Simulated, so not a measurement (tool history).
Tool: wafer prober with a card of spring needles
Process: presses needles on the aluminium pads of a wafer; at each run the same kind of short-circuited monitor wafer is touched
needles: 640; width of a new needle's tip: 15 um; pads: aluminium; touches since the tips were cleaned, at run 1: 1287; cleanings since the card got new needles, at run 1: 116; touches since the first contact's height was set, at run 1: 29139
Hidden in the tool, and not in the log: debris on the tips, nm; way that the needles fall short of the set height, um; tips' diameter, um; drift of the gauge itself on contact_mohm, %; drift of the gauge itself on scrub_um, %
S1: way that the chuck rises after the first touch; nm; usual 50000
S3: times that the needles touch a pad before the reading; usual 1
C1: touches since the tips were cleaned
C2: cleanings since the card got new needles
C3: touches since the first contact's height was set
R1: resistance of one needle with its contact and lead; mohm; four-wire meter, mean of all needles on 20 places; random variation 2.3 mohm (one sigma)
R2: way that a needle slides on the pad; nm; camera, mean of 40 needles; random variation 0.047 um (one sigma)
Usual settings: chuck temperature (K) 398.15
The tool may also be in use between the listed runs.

run 1 hour=0 | S1=50000 chuck_temperature_(K)=398.15 S3=1 | C1=1287 C2=116 C3=29139 | R1=331 R2=12410
-- hour=7 tips cleaned on abrasive film
-- hour=16.3 tips cleaned on abrasive film
-- hour=25.6 tips cleaned on abrasive film
-- hour=35 tips cleaned on abrasive film
-- hour=44.3 tips cleaned on abrasive film
-- hour=53.6 tips cleaned on abrasive film
-- hour=62.9 tips cleaned on abrasive film
-- hour=74.5 tips cleaned on abrasive film
run 2 hour=77.2 | S1=50000 chuck_temperature_(K)=398.15 S3=1 | C1=1372 C2=124 C3=67651 | R1=338 R2=12230
-- hour=82.1 height of the first contact set anew
-- hour=84.5 tips cleaned on abrasive film
-- hour=96.2 tips cleaned on abrasive film
-- hour=107.8 tips cleaned on abrasive film
run 3 hour=113.5 | S1=50000 chuck_temperature_(K)=398.15 S3=1 | C1=2893 C2=127 C3=15659 | R1=376 R2=12520
-- hour=118.2 tips cleaned on abrasive film
-- hour=127.5 tips cleaned on abrasive film
-- hour=136.8 tips cleaned on abrasive film
-- hour=148.5 tips cleaned on abrasive film
-- hour=157.8 tips cleaned on abrasive film
-- hour=167.1 tips cleaned on abrasive film
-- hour=176.4 tips cleaned on abrasive film
-- hour=188 tips cleaned on abrasive film
-- hour=197.8 tips cleaned on abrasive film
run 4 hour=197.8 | S1=50000 chuck_temperature_(K)=398.15 S3=2 | C1=0 C2=136 C3=57675 | R1=267 R2=12280
-- hour=209.4 tips cleaned on abrasive film
-- hour=218.7 tips cleaned on abrasive film
-- hour=221.3 height of the first contact set anew
-- hour=228.3 tips cleaned on abrasive film
-- hour=237.7 tips cleaned on abrasive film
run 5 hour=245.9 | S1=50000 chuck_temperature_(K)=304.15 S3=1 | C1=4133 C2=140 C3=12257 | R1=415 R2=12530
-- hour=248.3 tips cleaned on abrasive film
-- hour=257.6 tips cleaned on abrasive film
-- hour=266.9 tips cleaned on abrasive film
-- hour=276.2 tips cleaned on abrasive film
-- hour=287.8 tips cleaned on abrasive film
-- hour=297.1 tips cleaned on abrasive film
-- hour=306.4 tips cleaned on abrasive film
run 6 hour=308.5 | S1=50000 chuck_temperature_(K)=304.15 S3=1 | C1=1042 C2=147 C3=43471 | R1=306 R2=12410
-- hour=317.8 tips cleaned on abrasive film
-- hour=327.1 tips cleaned on abrasive film
-- hour=338.8 tips cleaned on abrasive film
-- hour=350.4 tips cleaned on abrasive film
run 7 hour=356.3 | S1=50000 chuck_temperature_(K)=304.15 S3=1 | C1=2980 C2=151 C3=67340 | R1=378 R2=12220
-- hour=361 tips cleaned on abrasive film
-- hour=361.3 height of the first contact set anew
-- hour=370.6 tips cleaned on abrasive film
-- hour=379.9 tips cleaned on abrasive film
-- hour=389.2 tips cleaned on abrasive film
-- hour=398.5 tips cleaned on abrasive film
-- hour=407.9 tips cleaned on abrasive film
-- hour=419.5 tips cleaned on abrasive film
run 8 hour=422.7 | S1=50000 chuck_temperature_(K)=304.15 S3=1 | C1=1617 C2=158 C3=30629 | R1=325 R2=12400
-- hour=429.7 tips cleaned on abrasive film
-- hour=439 tips cleaned on abrasive film
-- hour=448.3 tips cleaned on abrasive film
-- hour=459.9 tips cleaned on abrasive film
-- hour=469.2 tips cleaned on abrasive film
-- hour=478.6 tips cleaned on abrasive film
-- hour=487.9 tips cleaned on abrasive film
run 9 hour=488.3 | S1=50000 chuck_temperature_(K)=304.15 S3=1 | C1=229 C2=165 C3=63351 | R1=275 R2=12280
-- hour=497.6 tips cleaned on abrasive film
-- hour=500.2 height of the first contact set anew
-- hour=507.2 tips cleaned on abrasive film
-- hour=516.6 tips cleaned on abrasive film
-- hour=528.2 tips cleaned on abrasive film
-- hour=539.8 tips cleaned on abrasive film
-- hour=549.1 tips cleaned on abrasive film
-- hour=560.7 tips cleaned on abrasive film
run 10 hour=562.6 | S1=50000 chuck_temperature_(K)=304.15 S3=1 | C1=950 C2=172 C3=31123 | R1=307 R2=12490
-- hour=571.9 tips cleaned on abrasive film
-- hour=581.2 tips cleaned on abrasive film
-- hour=592.8 tips cleaned on abrasive film
-- hour=602.2 tips cleaned on abrasive film
-- hour=611.5 tips cleaned on abrasive film
-- hour=620.8 tips cleaned on abrasive film
-- hour=630.1 tips cleaned on abrasive film
run 11 hour=636.2 | S1=50000 chuck_temperature_(K)=304.15 S3=1 | C1=3093 C2=179 C3=67870 | R1=406 R2=12280
-- hour=640.9 tips cleaned on abrasive film
-- hour=641.2 height of the first contact set anew
-- hour=650.6 tips cleaned on abrasive film
-- hour=662.2 tips cleaned on abrasive film
-- hour=673.8 tips cleaned on abrasive film
-- hour=683.1 tips cleaned on abrasive film
-- hour=694.7 tips cleaned on abrasive film
run 12 hour=703.9 | S1=50000 chuck_temperature_(K)=371.15 S3=1 | C1=4607 C2=185 C3=31298 | R1=444 R2=12410
-- hour=706.3 tips cleaned on abrasive film
-- hour=715.6 tips cleaned on abrasive film
-- hour=724.9 tips cleaned on abrasive film
-- hour=734.2 tips cleaned on abrasive film
-- hour=743.5 tips cleaned on abrasive film
run 13 hour=745.6 | S1=50000 chuck_temperature_(K)=346.15 S3=1 | C1=1046 C2=190 C3=52073 | R1=338 R2=12270
-- hour=754.9 tips cleaned on abrasive film
-- hour=764.2 tips cleaned on abrasive film
-- hour=775.8 tips cleaned on abrasive film
-- hour=780.7 height of the first contact set anew
-- hour=785.4 tips cleaned on abrasive film
-- hour=794.8 tips cleaned on abrasive film
run 14 hour=802.3 | S1=50000 chuck_temperature_(K)=346.15 S3=1 | C1=3785 C2=195 C3=10748 | R1=432 R2=12480

Forecast run 15:
-- hour=804.7 tips cleaned on abrasive film
-- hour=814 tips cleaned on abrasive film
-- hour=823.3 tips cleaned on abrasive film
-- hour=834.9 tips cleaned on abrasive film
-- hour=846.5 tips cleaned on abrasive film
-- hour=855.8 tips cleaned on abrasive film
run 15 hour=856.4 | S1=50000 chuck_temperature_(K)=346.15 S3=1 | C1=294 C2=201 C3=37734 | R1=? R2=?

Run 15 gave R1 288 mohm, R2 12370 nm.
Without the tool's hidden state the same run would have given R1 241 mohm, R2 12540 nm.

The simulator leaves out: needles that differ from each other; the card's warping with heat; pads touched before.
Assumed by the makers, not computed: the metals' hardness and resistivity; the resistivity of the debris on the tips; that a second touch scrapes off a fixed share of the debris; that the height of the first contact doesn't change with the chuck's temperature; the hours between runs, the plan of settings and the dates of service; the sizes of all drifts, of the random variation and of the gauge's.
